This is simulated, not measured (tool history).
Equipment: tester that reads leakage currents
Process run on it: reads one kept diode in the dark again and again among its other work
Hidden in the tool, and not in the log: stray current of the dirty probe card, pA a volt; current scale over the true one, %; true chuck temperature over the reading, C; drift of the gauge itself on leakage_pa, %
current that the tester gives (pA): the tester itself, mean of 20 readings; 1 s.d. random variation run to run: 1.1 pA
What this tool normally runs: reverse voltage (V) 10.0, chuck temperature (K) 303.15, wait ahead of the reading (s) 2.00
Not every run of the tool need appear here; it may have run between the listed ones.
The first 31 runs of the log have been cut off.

| run | day | reverse voltage (V) | chuck temperature (K) | wait ahead of the reading (s) | hours of work since the probe card was cleaned | hours of work since the tester was calibrated | hours of work since the chuck was calibrated | current that the tester gives (pA) |
|---|---|---|---|---|---|---|---|---|
| 32 | 71.662 | 11.5 | 304.15 | 2.24 | 1153 | 1761 | 657 | 413.17 |
| 33 | 73.083 | 15.5 | 300.15 | 0.52 | 1177 | 1786 | 682 | 336.00 |
| 34 | 75.325 | 15.5 | 300.15 | 0.52 | 1216 | 1825 | 721 | 336.42 |
| 35 | 78.212 | 15.5 | 319.15 | 0.52 | 1266 | 1875 | 771 | 1734.13 |
| 36 | 81.212 | 4.8 | 303.15 | 1.33 | 1318 | 1927 | 823 | 255.77 |
| 37 | 84.196 | 4.8 | 303.15 | 1.33 | 1370 | 1979 | 874 | 256.34 |
| 38 | 85.646 | 1.9 | 303.15 | 1.72 | 1395 | 2004 | 900 | 170.10 |
| 39 | 88.988 | 1.9 | 301.15 | 1.54 | 1453 | 2062 | 958 | 140.93 |

Alternative continuations, all from the tool just after run 39; predict every row:
| A | 91.788 | 13.9 | 303.15 | 2.00 | 1501 | 2110 | 1006 | ? |
| B | 91.788 | 1.9 | 301.15 | 3.77 | 1501 | 2110 | 1006 | ? |
| C | 91.788 | 5.2 | 332.15 | 0.45 | 1501 | 2110 | 1006 | ? |
| D | 91.788 | 3.0 | 298.15 | 2.00 | 1501 | 2110 | 1006 | ? |

| run | current that the tester gives (pA) |
|---|---|
| A | 411.48 |
| B | 140.93 |
| C | 2978.67 |
| D | 130.30 |
What these runs would have given with no unlogged condition in the tool:
| run | current that the tester gives (pA) |
|---|---|
| A | 411.06 |
| B | 140.84 |
| C | 2977.62 |
| D | 130.19 |
